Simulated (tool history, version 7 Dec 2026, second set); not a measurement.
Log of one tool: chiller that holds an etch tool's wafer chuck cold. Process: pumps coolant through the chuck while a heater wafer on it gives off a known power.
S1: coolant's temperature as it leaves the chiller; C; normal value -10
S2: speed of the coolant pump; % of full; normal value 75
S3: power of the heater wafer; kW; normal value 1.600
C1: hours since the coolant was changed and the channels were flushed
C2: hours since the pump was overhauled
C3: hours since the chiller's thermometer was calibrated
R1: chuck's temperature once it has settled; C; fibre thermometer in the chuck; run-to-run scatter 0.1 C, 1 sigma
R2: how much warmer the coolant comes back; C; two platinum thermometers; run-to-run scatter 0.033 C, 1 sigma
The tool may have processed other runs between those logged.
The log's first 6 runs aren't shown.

run 7 hour=146.0 | S1=-10 S2=75 S3=1.600 | C1=3555 C2=286 C3=5688 | R1=0.8 R2=4.82
run 8 hour=170.8 | S1=-10 S2=81 S3=1.600 | C1=3580 C2=311 C3=5713 | R1=0.4 R2=4.40
run 9 hour=205.6 | S1=-10 S2=81 S3=1.600 | C1=3614 C2=346 C3=5748 | R1=0.4 R2=4.40
run 10 hour=219.9 | S1=-10 S2=75 S3=1.600 | C1=3629 C2=360 C3=5762 | R1=0.8 R2=4.84
run 11 hour=249.4 | S1=-10 S2=75 S3=1.600 | C1=3658 C2=389 C3=5792 | R1=0.7 R2=4.77
run 12 hour=283.6 | S1=-10 S2=75 S3=1.140 | C1=3692 C2=424 C3=5826 | R1=-2.3 R2=3.33
-- hour=295.8 chiller's thermometer calibrated
run 13 hour=318.5 | S1=-10 S2=75 S3=1.140 | C1=3726 C2=457 C3=23 | R1=-2.2 R2=3.29
run 14 hour=333.6 | S1=-10 S2=75 S3=1.140 | C1=3741 C2=473 C3=38 | R1=-2.2 R2=3.30
run 15 hour=348.3 | S1=-10 S2=75 S3=1.600 | C1=3756 C2=487 C3=52 | R1=0.7 R2=4.74
run 16 hour=379.5 | S1=-11 S2=75 S3=1.600 | C1=3787 C2=518 C3=84 | R1=0.0 R2=4.78
run 17 hour=403.2 | S1=-10 S2=70 S3=1.938 | C1=3811 C2=542 C3=107 | R1=3.7 R2=6.10
run 18 hour=420.1 | S1=0 S2=95 S3=1.938 | C1=3828 C2=559 C3=124 | R1=11.6 R2=4.50
run 19 hour=445.6 | S1=0 S2=95 S3=1.938 | C1=3853 C2=585 C3=150 | R1=11.7 R2=4.53
run 20 hour=476.8 | S1=-10 S2=95 S3=0.962 | C1=3885 C2=616 C3=181 | R1=-4.4 R2=2.08
run 21 hour=508.4 | S1=-1 S2=95 S3=2.128 | C1=3916 C2=647 C3=213 | R1=11.7 R2=4.94
run 22 hour=535.7 | S1=-1 S2=95 S3=2.128 | C1=3944 C2=675 C3=240 | R1=11.8 R2=4.96
run 23 hour=554.6 | S1=-15 S2=95 S3=0.934 | C1=3962 C2=694 C3=259 | R1=-9.3 R2=2.00

What does the tool deliver on the next run?
run 24 hour=575.8 | S1=-8 S2=75 S3=1.600 | C1=3984 C2=715 C3=280 | R1=? R2=?

{"run 24": {"R1": 2.7, "R2": 4.55}}
On a tool with no hidden condition, and with the same random variation, this run would have come out at R1 2.7 C, R2 4.81 C.
